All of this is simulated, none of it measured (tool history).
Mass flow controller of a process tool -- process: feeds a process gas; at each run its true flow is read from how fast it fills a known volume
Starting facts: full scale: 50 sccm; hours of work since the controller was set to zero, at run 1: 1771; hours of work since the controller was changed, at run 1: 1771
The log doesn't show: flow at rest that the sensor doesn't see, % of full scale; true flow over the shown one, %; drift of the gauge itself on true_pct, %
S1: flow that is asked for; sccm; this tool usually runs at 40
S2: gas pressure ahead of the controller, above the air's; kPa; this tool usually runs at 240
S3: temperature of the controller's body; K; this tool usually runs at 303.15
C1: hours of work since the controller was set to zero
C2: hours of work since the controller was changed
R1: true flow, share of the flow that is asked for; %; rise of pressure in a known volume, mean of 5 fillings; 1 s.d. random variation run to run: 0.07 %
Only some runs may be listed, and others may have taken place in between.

run	hour	S1	S2	S3	C1	C2	R1
1	0.0	40	240	303.15	1771	1771	98.06
2	55.7	40	240	303.15	1803	1803	97.86
3	128.5	40	182	303.15	1845	1845	98.29
4	250.4	40	182	303.15	1916	1916	98.35
5	349.0	40	182	303.15	1973	1973	98.20
6	440.4	40	182	303.15	2025	2025	98.09
7	508.1	40	182	303.15	2065	2065	98.21
# hour 515.7: controller's zero set anew
8	626.6	40	182	303.15	64	2133	97.90
9	719.0	40	182	303.15	118	2187	97.95
10	795.0	9	182	303.15	162	2231	95.73
11	916.4	9	182	303.15	232	2301	95.72
12	1042.5	8	184	294.15	305	2374	96.29
13	1097.8	33	228	295.15	337	2406	98.23
# hour 1174.5: controller's zero set anew, once more
14	1192.0	40	203	302.15	10	2460	98.22
15	1297.8	8	176	296.15	71	2521	98.05
16	1426.1	14	176	296.15	146	2596	98.35

For run 17, what comes out?
17	1522.4	14	176	296.15	201	2651	?

{"run 17": {"R1": 98.32}}
Minus the tool's unlogged condition, the same run would have read R1 99.51 %.

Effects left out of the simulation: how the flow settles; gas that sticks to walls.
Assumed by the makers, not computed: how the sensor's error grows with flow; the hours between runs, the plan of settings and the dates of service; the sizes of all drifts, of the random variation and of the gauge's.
